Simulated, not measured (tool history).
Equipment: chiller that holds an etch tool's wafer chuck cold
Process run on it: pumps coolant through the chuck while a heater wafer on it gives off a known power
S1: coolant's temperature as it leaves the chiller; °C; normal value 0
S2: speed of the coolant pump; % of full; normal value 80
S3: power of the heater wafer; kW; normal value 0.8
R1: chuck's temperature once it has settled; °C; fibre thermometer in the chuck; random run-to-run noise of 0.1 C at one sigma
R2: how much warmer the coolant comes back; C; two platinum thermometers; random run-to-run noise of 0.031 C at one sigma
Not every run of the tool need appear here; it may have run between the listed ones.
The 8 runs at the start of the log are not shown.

run    hour  S1  S2     S3    R1    R2
  9     302   0  80    0.8   7.8  1.95
 10   341.5   0  80    0.8   7.7     2
 11   372.3   0  80    0.8   7.7  2.02
 12   429.9   0  80  0.784   7.6  1.96
 13     490   0  80  0.784   7.7  1.94
 14   527.3   0  80  0.784   7.7   1.9
 15   587.1   0  80    0.8   7.7     2
 16   619.5   0  80    0.8   7.8  2.01
 17   660.6   3  74  0.769  11.1  2.06
 18     721   3  74  0.702  10.2  1.85
 19   758.3  -8  64   0.84   1.7  2.69
 20   807.3  -8  64   0.84   1.7  2.68
 21   838.2   0  65  0.772   8.8  2.42
 22   867.9   0  76  0.681   7.1   1.8
 23   927.8   0  69    0.8   8.7  2.32
 24   969.6  -8  73  0.911   1.5  2.54
 25  1015.9  -8  92  0.911   0.1  1.98
 26  1076.7   9  80  1.001  18.9   2.5
 27    1132  -7  82  1.088   3.4  2.69
 28  1189.7  -7  82  1.088   3.4  2.59
 29    1236   0  70    0.8   8.6   2.3
 30  1280.3   2  99   0.87   9.3  1.77
 31  1311.8   8  99   0.87  15.2  1.72

Below are 3 alternative next runs, each starting from the tool's condition after run 31. Predict each:
  A  1358.9    8  89   0.87   ?   ?
  B  1358.9  -10  88  0.449   ?   ?
  C  1358.9   -9  99  0.627   ?   ?

run    R1    R2
  A  15.9  1.93
  B  -5.9  1.04
  C  -3.8  1.16
Had the tool no hidden state, the same runs would have come out as:
run    R1    R2
  A  15.9  1.93
  B  -5.9  1.03
  C  -3.8  1.16
